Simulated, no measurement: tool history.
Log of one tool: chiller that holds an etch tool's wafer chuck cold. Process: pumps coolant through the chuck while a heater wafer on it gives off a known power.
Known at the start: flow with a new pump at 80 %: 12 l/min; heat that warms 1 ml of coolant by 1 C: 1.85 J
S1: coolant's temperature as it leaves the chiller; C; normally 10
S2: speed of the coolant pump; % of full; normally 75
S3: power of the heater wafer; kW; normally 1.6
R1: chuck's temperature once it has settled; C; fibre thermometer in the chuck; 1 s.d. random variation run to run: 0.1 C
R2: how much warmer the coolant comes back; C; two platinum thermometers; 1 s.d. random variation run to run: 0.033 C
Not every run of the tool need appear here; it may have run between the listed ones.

{"run": 1, "hour": 0.0, "S1": 10, "S2": 75, "S3": 1.6, "R1": 25.3, "R2": 4.95}
{"run": 2, "hour": 53.2, "S1": 10, "S2": 75, "S3": 1.6, "R1": 25, "R2": 4.96}
{"run": 3, "hour": 97.0, "S1": 10, "S2": 75, "S3": 1.6, "R1": 25, "R2": 5.04}
{"run": 4, "hour": 165.7, "S1": 10, "S2": 75, "S3": 1.6, "R1": 25.3, "R2": 4.99}
{"run": 5, "hour": 257.4, "S1": 10, "S2": 91, "S3": 1.6, "R1": 23.3, "R2": 4.16}
{"run": 6, "hour": 344.2, "S1": 10, "S2": 91, "S3": 1.6, "R1": 23.6, "R2": 4.15}
{"run": 7, "hour": 423.3, "S1": 10, "S2": 91, "S3": 1.6, "R1": 23.4, "R2": 4.17}
{"run": 8, "hour": 473.9, "S1": 10, "S2": 75, "S3": 1.6, "R1": 25.5, "R2": 5.05}
{"run": 9, "hour": 556.5, "S1": 10, "S2": 75, "S3": 1.6, "R1": 25.5, "R2": 5.02}
{"run": 10, "hour": 605.2, "S1": 10, "S2": 63, "S3": 1.6, "R1": 27.7, "R2": 6.05}
{"run": 11, "hour": 643.1, "S1": 10, "S2": 75, "S3": 1.6, "R1": 25.7, "R2": 5.09}
{"run": 12, "hour": 685.1, "S1": 10, "S2": 82, "S3": 1.6, "R1": 24.8, "R2": 4.64}
{"run": 13, "hour": 774.3, "S1": 10, "S2": 82, "S3": 1.6, "R1": 24.8, "R2": 4.71}
{"run": 14, "hour": 820.4, "S1": 10, "S2": 75, "S3": 1.6, "R1": 25.8, "R2": 5.16}
{"run": 15, "hour": 906.8, "S1": 10, "S2": 75, "S3": 1.6, "R1": 25.8, "R2": 5.14}
{"run": 16, "hour": 949.8, "S1": 2, "S2": 67, "S3": 1.044, "R1": 13.3, "R2": 3.73}
{"run": 17, "hour": 1010.5, "S1": 2, "S2": 67, "S3": 1.044, "R1": 13.6, "R2": 3.73}
{"run": 18, "hour": 1094.9, "S1": 10, "S2": 78, "S3": 1.6, "R1": 25.6, "R2": 4.95}
{"run": 19, "hour": 1157.6, "S1": 10, "S2": 97, "S3": 1.186, "R1": 20.3, "R2": 2.95}
{"run": 20, "hour": 1250.1, "S1": 1, "S2": 93, "S3": 1.036, "R1": 10.4, "R2": 2.71}
{"hour": 1258.6, "done": "chiller's thermometer calibrated"}
{"run": 21, "hour": 1299.4, "S1": 4, "S2": 80, "S3": 1.142, "R1": 15.8, "R2": 3.5}
{"run": 22, "hour": 1378.1, "S1": 1, "S2": 78, "S3": 2.147, "R1": 22.4, "R2": 6.67}
{"run": 23, "hour": 1428.3, "S1": 3, "S2": 70, "S3": 1.214, "R1": 16.9, "R2": 4.22}
{"run": 24, "hour": 1518.5, "S1": 10, "S2": 83, "S3": 0.885, "R1": 19.4, "R2": 2.6}
{"hour": 1610.4, "done": "chiller's thermometer calibrated, once more"}
{"run": 25, "hour": 1612.7, "S1": 10, "S2": 83, "S3": 0.885, "R1": 18, "R2": 2.64}
{"run": 26, "hour": 1687.6, "S1": 10, "S2": 75, "S3": 1.152, "R1": 21.1, "R2": 3.73}
{"run": 27, "hour": 1735.5, "S1": 10, "S2": 75, "S3": 1.152, "R1": 21, "R2": 3.72}
{"run": 28, "hour": 1792.1, "S1": 10, "S2": 75, "S3": 1.152, "R1": 21, "R2": 3.77}
{"run": 29, "hour": 1882.3, "S1": 17, "S2": 86, "S3": 1.153, "R1": 27.2, "R2": 3.35}
{"run": 30, "hour": 1944.1, "S1": 7, "S2": 91, "S3": 2.233, "R1": 26, "R2": 6.08}

Consider 3 possible next runs. They are alternatives, not a sequence: every one starts from the tool as it was left by run 30. What does each give?
{"run": "A", "hour": 1994.0, "S1": 7, "S2": 89, "S3": 1.143, "R1": "?", "R2": "?"}
{"run": "B", "hour": 1994.0, "S1": 20, "S2": 88, "S3": 0.95, "R1": "?", "R2": "?"}
{"run": "C", "hour": 1994.0, "S1": 14, "S2": 66, "S3": 1.432, "R1": "?", "R2": "?"}

run=A R1=17 R2=3.19
run=B R1=28.3 R2=2.66
run=C R1=29.3 R2=5.29
With the hidden condition removed and each run's random variation left untouched, the same runs would have given:
run=A R1=15.1 R2=2.8
run=B R1=26.7 R2=2.33
run=C R1=26.4 R2=4.64

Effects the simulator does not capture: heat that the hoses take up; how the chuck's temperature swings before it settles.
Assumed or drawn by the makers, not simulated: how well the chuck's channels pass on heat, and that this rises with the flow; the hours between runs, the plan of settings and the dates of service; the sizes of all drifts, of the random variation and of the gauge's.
